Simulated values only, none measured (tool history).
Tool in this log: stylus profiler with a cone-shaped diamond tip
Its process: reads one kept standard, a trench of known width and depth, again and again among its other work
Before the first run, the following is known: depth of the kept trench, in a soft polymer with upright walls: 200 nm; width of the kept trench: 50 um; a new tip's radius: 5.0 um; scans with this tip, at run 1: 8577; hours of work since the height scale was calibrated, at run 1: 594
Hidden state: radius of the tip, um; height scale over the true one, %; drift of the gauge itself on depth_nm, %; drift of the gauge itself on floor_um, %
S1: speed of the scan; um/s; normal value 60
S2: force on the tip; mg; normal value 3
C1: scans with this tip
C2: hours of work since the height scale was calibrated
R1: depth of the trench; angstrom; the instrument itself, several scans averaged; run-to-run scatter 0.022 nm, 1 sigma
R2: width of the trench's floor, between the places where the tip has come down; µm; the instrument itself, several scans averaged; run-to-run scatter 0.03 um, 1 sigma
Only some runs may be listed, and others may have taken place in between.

run,hour,S1,S2,C1,C2,R1,R2
1,0,60,3,8577,594,2021,46.08
2,77.3,60,3,9171,635,2021.1,46.07
3,136.6,60,3,9628,666,2021.1,45.97
4,185.9,60,3,10007,693,2020.8,46.02
5,221.2,60,3,10279,711,2020.7,45.96
6,288.2,60,3,10795,747,2020.7,45.87
7,358.2,60,3,11333,784,2020.5,45.83
8,440.4,60,6.04,11966,828,2035.2,45.86
9,510.3,60,6.04,12504,865,2034.3,45.83
# hour 518.3: height scale calibrated on a step standard
10,590,60,1.71,13114,38,2010.7,45.67
11,628.1,60,1.71,13407,58,2010.7,45.57
12,668.1,19,1.71,13715,80,2010.2,45.8
13,724,19,1.71,14145,110,2010.2,45.74
14,791.1,60,5.36,14661,145,2029.3,45.62
# hour 838.5: height scale calibrated on a step standard, once more
15,865.7,60,3.46,15232,14,2027.1,45.6
16,905.1,60,3,15535,35,2025,45.47
# hour 979.2: new tip fitted, height scale calibrated
17,981.8,60,1.2,20,1,2012.8,46.94
18,1035.5,60,2.56,434,30,2021.3,46.97
19,1098.8,60,1.01,921,64,2011.2,46.78
20,1132.8,60,1.1,1182,82,2011.8,46.77
21,1191.2,21,5.01,1632,113,2033.5,46.98
22,1256.7,21,5.01,2136,148,2033,46.87
23,1332.6,82,1.08,2720,188,2011.1,46.48
24,1366.6,97,4.15,2982,206,2029.1,46.65
25,1436.4,171,3.73,3519,243,2026.7,46.41
26,1484.4,123,1.63,3888,269,2014.8,46.25
27,1563,25,3.69,4494,311,2026.1,46.65
28,1601,31,1.62,4786,331,2014.5,46.56
29,1641.3,96,5.21,5096,353,2033.3,46.46
30,1714.7,118,1.46,5660,392,2013,46.1
31,1751.3,125,2.9,5943,411,2021.7,46.17
32,1830.9,125,2.9,6555,454,2021.4,46.13
33,1904.3,60,1.98,7120,493,2016.1,46.21
34,1959.2,29,1.69,7543,522,2013.7,46.32
35,2000.2,19,5.84,7858,544,2035.2,46.36
36,2053.5,16,1.42,8268,572,2011.5,46.24
37,2126.2,232,4.19,8827,611,2027.3,45.67

Per-run results on a tool with no hidden state, each run keeping its own random variation:
run,R1,R2
1,2023.8,46.98
2,2024.1,47.02
3,2024.3,46.96
4,2024.1,47.05
5,2024,47.01
6,2024.2,46.97
7,2024.2,46.98
8,2039.1,47.06
9,2038.3,47.08
10,2016.6,46.98
11,2016.8,46.89
12,2016.4,47.16
13,2016.5,47.13
14,2035.8,47.06
15,2026.5,47.08
16,2024.4,46.97
17,2013,46.91
18,2021.7,46.99
19,2011.8,46.86
20,2012.4,46.89
21,2034.3,47.15
22,2033.9,47.1
23,2012.2,46.77
24,2030.3,46.97
25,2028.1,46.78
26,2016.3,46.66
27,2027.8,47.13
28,2016.3,47.07
29,2035.2,47
30,2015.1,46.7
31,2023.9,46.79
32,2023.7,46.81
33,2018.6,46.94
34,2016.4,47.1
35,2038.1,47.17
36,2014.4,47.09
37,2030.4,46.57
